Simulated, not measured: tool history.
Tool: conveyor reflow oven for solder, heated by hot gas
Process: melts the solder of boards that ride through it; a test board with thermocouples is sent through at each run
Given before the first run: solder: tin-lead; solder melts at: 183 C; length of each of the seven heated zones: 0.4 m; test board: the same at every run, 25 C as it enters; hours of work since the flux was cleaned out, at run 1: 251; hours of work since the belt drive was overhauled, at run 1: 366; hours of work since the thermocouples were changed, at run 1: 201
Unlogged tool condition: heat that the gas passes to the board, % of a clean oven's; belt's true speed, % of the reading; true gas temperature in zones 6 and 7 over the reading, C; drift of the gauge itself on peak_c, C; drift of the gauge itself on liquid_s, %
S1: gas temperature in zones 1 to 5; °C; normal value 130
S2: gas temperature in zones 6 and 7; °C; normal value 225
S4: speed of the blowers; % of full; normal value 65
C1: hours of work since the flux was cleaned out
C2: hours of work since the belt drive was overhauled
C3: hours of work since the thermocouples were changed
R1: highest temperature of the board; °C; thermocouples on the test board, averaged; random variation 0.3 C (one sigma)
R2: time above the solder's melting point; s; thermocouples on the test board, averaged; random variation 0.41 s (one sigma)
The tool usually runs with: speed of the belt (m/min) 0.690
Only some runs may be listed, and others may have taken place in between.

Run 1, day 0.000: usual settings; C1 251; C2 366; C3 201. Result: R1 201.8 °C, R2 33.8 s.
Run 2, day 0.471: usual settings; C1 259; C2 374; C3 209. Result: R1 201.9 °C, R2 33.6 s.
At day 1.071: flux residue cleaned out of gas plates and filters.
Run 3, day 1.338: usual settings; C1 5; C2 385; C3 220. Result: R1 199.8 °C, R2 31.8 s.
Run 4, day 1.704: usual settings but S2 222 °C; C1 11; C2 392; C3 227. Result: R1 197.9 °C, R2 28.2 s.
Run 5, day 2.254: usual settings; C1 20; C2 401; C3 236. Result: R1 200.0 °C, R2 31.0 s.
Run 6, day 2.621: usual settings; C1 26; C2 407; C3 242. Result: R1 199.7 °C, R2 31.0 s.
At day 3.021: flux residue cleaned out of gas plates and filters, once more.
Run 7, day 3.242: usual settings but speed of the belt (m/min) 0.657; C1 4; C2 414; C3 249. Result: R1 206.5 °C, R2 41.5 s.
Run 8, day 3.688: usual settings but speed of the belt (m/min) 0.651; C1 11; C2 422; C3 257. Result: R1 205.8 °C, R2 42.6 s.
Run 9, day 4.446: usual settings but S2 219 °C, speed of the belt (m/min) 0.576, S4 72 % of full; C1 24; C2 435; C3 270. Result: R1 206.6 °C, R2 51.0 s.
Run 10, day 5.092: usual settings but S2 219 °C, speed of the belt (m/min) 0.576, S4 72 % of full; C1 35; C2 446; C3 281. Result: R1 206.1 °C, R2 50.5 s.
Run 11, day 5.567: usual settings but S2 219 °C, speed of the belt (m/min) 0.576, S4 72 % of full; C1 43; C2 454; C3 289. Result: R1 206.6 °C, R2 50.7 s.
Run 12, day 6.017: usual settings but S2 230 °C, S4 81 % of full; C1 51; C2 461; C3 296. Result: R1 212.1 °C, R2 46.7 s.
Run 13, day 6.471: usual settings but S2 230 °C, S4 81 % of full; C1 59; C2 469; C3 304. Result: R1 212.8 °C, R2 46.3 s.
Run 14, day 7.083: usual settings but S2 219 °C, speed of the belt (m/min) 0.671, S4 67 % of full; C1 69; C2 480; C3 315. Result: R1 199.9 °C, R2 34.8 s.

Alternative continuations, all from the tool just after run 14; predict every row:
Run A, day 7.758: usual settings but S2 231 °C, speed of the belt (m/min) 0.796, S4 68 % of full; C1 80; C2 491; C3 326. Result: R1 ?, R2 ?.
Run B, day 7.758: usual settings but S1 139 °C, S2 217 °C; C1 80; C2 491; C3 326. Result: R1 ?, R2 ?.
Run C, day 7.758: usual settings but S2 219 °C, speed of the belt (m/min) 0.671, S4 64 % of full; C1 80; C2 491; C3 326. Result: R1 ?, R2 ?.

run     R1    R2
  A  204.4  31.4
  B  199.5  34.6
  C  199.3  33.4
The same runs, with their run-to-run variation unchanged, on a tool lacking any hidden condition would have given:
run     R1    R2
  A  204.8  31.7
  B  199.7  34.8
  C  199.6  33.7
